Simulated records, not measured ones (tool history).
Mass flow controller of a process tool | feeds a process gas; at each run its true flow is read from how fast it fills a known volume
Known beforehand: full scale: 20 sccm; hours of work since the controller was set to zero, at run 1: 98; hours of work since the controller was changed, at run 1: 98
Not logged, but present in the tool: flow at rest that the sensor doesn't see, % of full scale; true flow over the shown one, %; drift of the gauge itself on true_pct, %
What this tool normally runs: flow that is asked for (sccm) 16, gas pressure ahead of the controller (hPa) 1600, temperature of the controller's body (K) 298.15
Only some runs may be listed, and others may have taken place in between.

run,hour,flow that is asked for (sccm),gas pressure ahead of the controller (hPa),temperature of the controller's body (K),hours of work since the controller was set to zero,hours of work since the controller was changed,true flow (%)
1,0,16,1600,298.15,98,98,99.05
2,88,16,1600,298.15,146,146,99.15
3,197.4,16,1600,298.15,205,205,99.2
4,256.7,16,1600,303.15,237,237,99.3
5,367,3,1600,298.15,297,297,96.96
6,489.6,16,1600,299.15,364,364,99.31
7,617.1,16,1600,294.15,433,433,98.94
8,718.6,16,1600,294.15,489,489,99.04
9,842.2,16,1420,298.15,556,556,99.18
10,948.9,16,1600,306.15,614,614,99.65
11,1041,16,1600,306.15,664,664,99.64
12,1132.6,16,1600,306.15,714,714,99.67
13,1263.2,16,1600,298.15,785,785,99.3
# hour 1276.3: controller's zero set anew
14,1385.6,16,1600,298.15,59,851,99.35
15,1464.4,16,1600,298.15,102,894,99.25
16,1594.6,16,1600,298.15,173,965,99.33
17,1656,16,1600,298.15,207,998,99.32
# hour 1744.5: controller's zero set anew, once more
18,1766.3,16,1600,298.15,12,1058,99.56
19,1853.6,3,1600,298.15,59,1106,97.24
20,1914.7,3,1600,298.15,93,1139,97.2
21,1987.9,3,1600,298.15,132,1179,97.07
22,2112.7,3,1600,298.15,200,1247,97.22
23,2181.4,3,1600,298.15,238,1284,97.38
24,2277.7,3,1600,298.15,290,1336,97.18
25,2411.8,3,1600,298.15,363,1409,96.9
26,2533.1,3,1600,294.15,429,1475,97.03
27,2626.1,3,1600,294.15,480,1526,96.94
28,2695.2,16,1410,311.15,517,1563,100.14
29,2767.2,6,1660,300.15,556,1603,97.96
30,2841.9,6,1660,300.15,597,1643,98.07
31,2946.4,12,2250,303.15,654,1700,99.5
32,3006.2,16,1600,305.15,686,1733,99.99
33,3073.7,7,1410,309.15,723,1769,98.53
34,3205.6,16,2440,298.15,795,1841,100.13
35,3328.6,12,2520,294.15,862,1908,99.3
36,3440,12,2520,294.15,922,1969,99.22
37,3515.2,17,2420,309.15,963,2009,100.65
38,3587.4,8,1410,299.15,1003,2049,98.28
39,3718.3,7,1740,307.15,1074,2120,98.65
40,3838.4,7,1740,307.15,1139,2185,98.53
41,3933.3,7,1740,307.15,1191,2237,98.57
42,3997.4,2,1740,293.15,1226,2272,95.58
43,4078.3,2,1740,293.15,1270,2316,95.61
44,4203.2,2,1740,293.15,1337,2384,95.64
45,4312,2,1740,293.15,1397,2443,95.53
46,4424.2,8,1900,310.15,1458,2504,98.95
47,4539.4,8,2020,311.15,1520,2567,99.05
48,4674.1,12,1420,298.15,1594,2640,98.93

Alternative continuations, all from the tool just after run 48; predict every row:
A,4792.4,19,1600,297.15,1658,2704,?
B,4792.4,16,1770,294.15,1658,2704,?
C,4792.4,2,2620,298.15,1658,2704,?
D,4792.4,12,1830,294.15,1658,2704,?

run,true flow (%)
A,100.37
B,99.89
C,95.8
D,99.11
Without the tool's unlogged condition, the same runs would have read:
run,true flow (%)
A,99.67
B,99.24
C,97.58
D,98.58
